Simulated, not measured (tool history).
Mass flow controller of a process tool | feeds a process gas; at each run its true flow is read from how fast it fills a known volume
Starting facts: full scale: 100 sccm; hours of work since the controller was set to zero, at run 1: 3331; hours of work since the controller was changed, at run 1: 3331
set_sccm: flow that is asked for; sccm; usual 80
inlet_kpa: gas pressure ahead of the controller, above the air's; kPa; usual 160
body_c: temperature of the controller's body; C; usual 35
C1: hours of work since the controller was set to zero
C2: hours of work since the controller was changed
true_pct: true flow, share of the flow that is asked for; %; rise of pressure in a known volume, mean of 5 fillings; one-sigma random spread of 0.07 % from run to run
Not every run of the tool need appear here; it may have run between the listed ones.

Run 1, hour 0.0: usual settings; C1 3331; C2 3331. Result: true_pct 98.90 %.
Run 2, hour 117.8: usual settings; C1 3417; C2 3417. Result: true_pct 99.10 %.
Run 3, hour 222.0: usual settings but set_sccm 42 sccm; C1 3493; C2 3493. Result: true_pct 97.99 %.
Run 4, hour 290.7: usual settings but set_sccm 42 sccm; C1 3542; C2 3542. Result: true_pct 97.93 %.
Run 5, hour 375.7: usual settings but set_sccm 42 sccm; C1 3604; C2 3604. Result: true_pct 98.11 %.
Run 6, hour 431.7: usual settings but inlet_kpa 202 kPa; C1 3645; C2 3645. Result: true_pct 98.92 %.
Run 7, hour 497.8: usual settings; C1 3693; C2 3693. Result: true_pct 99.12 %.
Run 8, hour 617.6: usual settings; C1 3780; C2 3780. Result: true_pct 98.97 %.
Run 9, hour 666.7: usual settings; C1 3816; C2 3816. Result: true_pct 99.15 %.
Run 10, hour 724.0: usual settings; C1 3858; C2 3858. Result: true_pct 99.15 %.
Run 11, hour 830.8: usual settings but inlet_kpa 164 kPa; C1 3935; C2 3935. Result: true_pct 99.17 %.
Run 12, hour 928.6: usual settings but set_sccm 17 sccm, inlet_kpa 164 kPa; C1 4006; C2 4006. Result: true_pct 97.22 %.
Run 13, hour 1021.8: usual settings but set_sccm 17 sccm, inlet_kpa 164 kPa; C1 4074; C2 4074. Result: true_pct 97.30 %.
Run 14, hour 1110.9: usual settings; C1 4139; C2 4139. Result: true_pct 99.01 %.
Run 15, hour 1209.4: usual settings; C1 4210; C2 4210. Result: true_pct 98.97 %.
Run 16, hour 1278.3: usual settings; C1 4261; C2 4261. Result: true_pct 98.88 %.
Run 17, hour 1343.3: usual settings but inlet_kpa 268 kPa; C1 4308; C2 4308. Result: true_pct 98.92 %.
Run 18, hour 1424.0: usual settings; C1 4366; C2 4366. Result: true_pct 99.08 %.
Run 19, hour 1540.3: usual settings; C1 4451; C2 4451. Result: true_pct 99.06 %.
Run 20, hour 1599.6: usual settings but body_c 32 C; C1 4494; C2 4494. Result: true_pct 99.28 %.
Run 21, hour 1702.5: usual settings but body_c 32 C; C1 4569; C2 4569. Result: true_pct 99.27 %.
Run 22, hour 1807.6: usual settings but body_c 32 C; C1 4645; C2 4645. Result: true_pct 99.22 %.
Run 23, hour 1927.8: usual settings but body_c 32 C; C1 4733; C2 4733. Result: true_pct 99.38 %.
Run 24, hour 2033.6: usual settings but set_sccm 49 sccm, body_c 32 C; C1 4810; C2 4810. Result: true_pct 98.42 %.
Run 25, hour 2151.5: usual settings but set_sccm 49 sccm, body_c 32 C; C1 4895; C2 4895. Result: true_pct 98.28 %.
Run 26, hour 2204.7: usual settings but set_sccm 92 sccm; C1 4934; C2 4934. Result: true_pct 99.42 %.
Run 27, hour 2288.4: usual settings but inlet_kpa 254 kPa, body_c 38 C; C1 4995; C2 4995. Result: true_pct 98.78 %.
Run 28, hour 2341.4: usual settings but set_sccm 12 sccm; C1 5034; C2 5034. Result: true_pct 97.15 %.
Run 29, hour 2441.6: usual settings but set_sccm 57 sccm, body_c 39 C; C1 5106; C2 5106. Result: true_pct 98.18 %.
Run 30, hour 2526.6: usual settings but set_sccm 57 sccm, body_c 39 C; C1 5168; C2 5168. Result: true_pct 98.29 %.
Run 31, hour 2621.4: usual settings but set_sccm 57 sccm, body_c 39 C; C1 5237; C2 5237. Result: true_pct 98.23 %.
Run 32, hour 2676.8: usual settings but body_c 37 C; C1 5277; C2 5277. Result: true_pct 99.04 %.
At hour 2717.1: controller's zero set anew.
Run 33, hour 2748.2: usual settings but set_sccm 27 sccm, inlet_kpa 176 kPa, body_c 25 C; C1 23; C2 5329. Result: true_pct 98.00 %.
Run 34, hour 2867.4: usual settings but set_sccm 75 sccm, inlet_kpa 237 kPa, body_c 23 C; C1 109; C2 5416. Result: true_pct 99.38 %.
Run 35, hour 2964.6: usual settings but set_sccm 75 sccm, inlet_kpa 237 kPa, body_c 23 C; C1 180; C2 5486. Result: true_pct 99.28 %.
Run 36, hour 3021.8: usual settings but set_sccm 75 sccm, inlet_kpa 237 kPa, body_c 23 C; C1 222; C2 5528. Result: true_pct 99.24 %.
Run 37, hour 3094.0: usual settings but set_sccm 75 sccm, inlet_kpa 237 kPa, body_c 38 C; C1 274; C2 5580. Result: true_pct 98.65 %.
Run 38, hour 3214.5: usual settings but set_sccm 15 sccm, inlet_kpa 226 kPa, body_c 26 C; C1 362; C2 5668. Result: true_pct 97.46 %.
Run 39, hour 3268.8: usual settings but body_c 31 C; C1 401; C2 5707. Result: true_pct 99.35 %.
Run 40, hour 3340.8: usual settings but set_sccm 35 sccm, inlet_kpa 140 kPa; C1 453; C2 5760. Result: true_pct 97.82 %.
Run 41, hour 3459.4: usual settings but set_sccm 23 sccm, inlet_kpa 234 kPa, body_c 26 C; C1 540; C2 5846. Result: true_pct 97.73 %.
Run 42, hour 3519.8: usual settings but set_sccm 41 sccm, inlet_kpa 234 kPa, body_c 22 C; C1 584; C2 5890. Result: true_pct 98.35 %.
Run 43, hour 3625.2: usual settings but body_c 31 C; C1 660; C2 5967. Result: true_pct 99.35 %.
Run 44, hour 3741.0: usual settings but set_sccm 34 sccm, inlet_kpa 167 kPa, body_c 30 C; C1 744; C2 6051. Result: true_pct 98.00 %.
Run 45, hour 3836.5: usual settings but set_sccm 34 sccm, inlet_kpa 167 kPa, body_c 30 C; C1 814; C2 6120. Result: true_pct 97.98 %.
Run 46, hour 3912.0: usual settings but set_sccm 34 sccm, inlet_kpa 167 kPa, body_c 30 C; C1 869; C2 6175. Result: true_pct 98.06 %.
Run 47, hour 4032.1: usual settings but set_sccm 13 sccm, inlet_kpa 199 kPa, body_c 28 C; C1 956; C2 6262. Result: true_pct 97.42 %.
Run 48, hour 4134.0: usual settings but set_sccm 13 sccm, inlet_kpa 199 kPa, body_c 28 C; C1 1030; C2 6337. Result: true_pct 97.34 %.

Consider 4 possible next runs. They are alternatives, not a sequence: every one starts from the tool as it was left by run 48. What does each give?
Run A, hour 4185.5: usual settings but inlet_kpa 183 kPa, body_c 21 C; C1 1068; C2 6374. Result: true_pct ?.
Run B, hour 4185.5: usual settings but set_sccm 25 sccm, inlet_kpa 191 kPa, body_c 37 C; C1 1068; C2 6374. Result: true_pct ?.
Run C, hour 4185.5: usual settings but set_sccm 16 sccm, inlet_kpa 144 kPa; C1 1068; C2 6374. Result: true_pct ?.
Run D, hour 4185.5: usual settings but set_sccm 22 sccm, body_c 29 C; C1 1068; C2 6374. Result: true_pct ?.

run  true_pct
  A     99.65
  B     97.27
  C     97.26
  D     97.63
With the hidden condition removed and each run's random variation left untouched, the same runs would have given:
run  true_pct
  A     99.63
  B     97.26
  C     97.25
  D     97.61
